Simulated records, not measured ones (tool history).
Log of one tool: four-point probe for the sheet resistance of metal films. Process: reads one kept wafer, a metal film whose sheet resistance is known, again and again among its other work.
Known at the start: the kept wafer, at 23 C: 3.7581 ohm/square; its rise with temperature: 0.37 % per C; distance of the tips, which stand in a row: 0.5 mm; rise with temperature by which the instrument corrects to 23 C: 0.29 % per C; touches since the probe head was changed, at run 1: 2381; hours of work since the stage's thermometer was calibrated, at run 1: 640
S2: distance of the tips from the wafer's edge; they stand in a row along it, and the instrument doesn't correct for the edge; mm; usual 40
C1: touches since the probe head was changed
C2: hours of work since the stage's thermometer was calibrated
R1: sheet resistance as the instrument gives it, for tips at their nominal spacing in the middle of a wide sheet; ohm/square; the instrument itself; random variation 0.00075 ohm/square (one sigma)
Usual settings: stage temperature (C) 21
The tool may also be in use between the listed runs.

run 1 hour=0 | stage_temperature_(C)=21 S2=40 | C1=2381 C2=640 | R1=3.758503
run 2 hour=8.8 | stage_temperature_(C)=21 S2=40 | C1=2738 C2=646 | R1=3.757039
run 3 hour=24.2 | stage_temperature_(C)=19 S2=40 | C1=3364 C2=658 | R1=3.750125
run 4 hour=34.8 | stage_temperature_(C)=19 S2=40 | C1=3796 C2=666 | R1=3.752108
run 5 hour=47.6 | stage_temperature_(C)=21 S2=40 | C1=4314 C2=675 | R1=3.756291
run 6 hour=54.5 | stage_temperature_(C)=18 S2=40 | C1=4596 C2=681 | R1=3.747606
-- hour=56.2 stage's thermometer calibrated
run 7 hour=62.6 | stage_temperature_(C)=18 S2=40 | C1=4905 C2=5 | R1=3.748748
run 8 hour=78.6 | stage_temperature_(C)=23 S2=20 | C1=5556 C2=17 | R1=3.763764
run 9 hour=85.2 | stage_temperature_(C)=23 S2=20 | C1=5823 C2=22 | R1=3.764298
run 10 hour=92.9 | stage_temperature_(C)=19 S2=5 | C1=6135 C2=27 | R1=3.771426
run 11 hour=100.5 | stage_temperature_(C)=19 S2=5 | C1=6444 C2=33 | R1=3.770468
run 12 hour=107.9 | stage_temperature_(C)=19 S2=47 | C1=6746 C2=39 | R1=3.750208
run 13 hour=119.7 | stage_temperature_(C)=22 S2=41 | C1=7223 C2=48 | R1=3.759453

5 ways to go on from here, each from the tool as it stands after run 13. What would each give?
run A hour=135.1 | stage_temperature_(C)=23 S2=21 | C1=7849 C2=59 | R1=?
run B hour=135.1 | stage_temperature_(C)=27 S2=4 | C1=7849 C2=59 | R1=?
run C hour=135.1 | stage_temperature_(C)=24 S2=41 | C1=7849 C2=59 | R1=?
run D hour=135.1 | stage_temperature_(C)=27 S2=54 | C1=7849 C2=59 | R1=?
run E hour=135.1 | stage_temperature_(C)=26 S2=25 | C1=7849 C2=59 | R1=?

run=A R1=3.763202
run=B R1=3.806939
run=C R1=3.766118
run=D R1=3.773887
run=E R1=3.77262
Without the tool's hidden state the same runs would have given:
run=A R1=3.758306
run=B R1=3.801973
run=C R1=3.761214
run=D R1=3.76896
run=E R1=3.767699

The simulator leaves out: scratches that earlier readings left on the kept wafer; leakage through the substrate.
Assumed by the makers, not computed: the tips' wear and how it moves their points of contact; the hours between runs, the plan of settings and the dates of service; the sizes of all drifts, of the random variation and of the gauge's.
